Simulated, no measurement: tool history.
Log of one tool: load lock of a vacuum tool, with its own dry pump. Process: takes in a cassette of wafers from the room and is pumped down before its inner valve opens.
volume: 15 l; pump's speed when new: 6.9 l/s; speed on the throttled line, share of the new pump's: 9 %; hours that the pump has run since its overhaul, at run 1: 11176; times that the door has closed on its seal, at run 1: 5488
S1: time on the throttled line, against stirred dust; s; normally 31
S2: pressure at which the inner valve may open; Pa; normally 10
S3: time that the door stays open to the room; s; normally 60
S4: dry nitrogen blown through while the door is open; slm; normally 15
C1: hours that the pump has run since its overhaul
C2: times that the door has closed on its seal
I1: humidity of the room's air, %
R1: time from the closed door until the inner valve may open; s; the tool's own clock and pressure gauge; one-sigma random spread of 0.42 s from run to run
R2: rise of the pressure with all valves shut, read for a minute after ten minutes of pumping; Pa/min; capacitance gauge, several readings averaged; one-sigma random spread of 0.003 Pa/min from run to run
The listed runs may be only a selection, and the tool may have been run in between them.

run,day,S1,S2,S3,S4,C1,C2,I1,R1,R2
1,0,31,10,60,15,11176,5488,46.8,52.8,0.103
2,6.733,31,10,60,15,11338,5652,43.5,52.1,0.105
3,12.1,31,8,60,15,11466,5783,47.7,54.1,0.109
4,16.05,31,8,60,15,11561,5879,43.6,52.6,0.106
5,23.412,31,9,60,15,11738,6059,45.3,52.8,0.12
6,29.425,31,9,60,15,11882,6205,47.7,52.4,0.12
7,37.758,33,10,60,15,12082,6409,46.4,54.9,0.121
8,45.775,31,10,60,15,12275,6604,43.2,53.2,0.124
9,52.675,31,10,60,15,12440,6772,42.9,52.8,0.127
10,58.408,31,10,60,15,12578,6912,47,52.5,0.131
11,66.575,41,10,60,15,12774,7111,43.6,61.6,0.129
12,72.262,41,10,60,15,12910,7250,48.3,61.7,0.137
13,79.4,41,10,60,15,13082,7424,46.7,62.2,0.141
14,83.758,55,14,38,9,13186,7531,46,73.8,0.139
15,89.208,55,14,38,9,13317,7663,41.3,73.7,0.134
16,96.767,47,14,38,9,13498,7848,45.5,66.3,0.146

Alternative continuations, all from the tool just after run 16; predict every row:
A,105.758,31,10,231,41,13714,8067,43.2,?,?
B,105.758,33,10,86,6,13714,8067,43.2,?,?
C,105.758,42,10,27,11,13714,8067,45.3,?,?
D,105.758,27,14,112,9,13714,8067,42.8,?,?
E,105.758,21,10,60,19,13714,8067,41.4,?,?

run,R1,R2
A,53.3,0.158
B,54.6,0.168
C,63,0.139
D,49.9,0.17
E,44.3,0.142
Take away the tool's hidden state, keep each run's random variation, and the runs would have read:
run,R1,R2
A,48.4,0.043
B,49.6,0.052
C,58.3,0.023
D,45,0.054
E,39,0.028
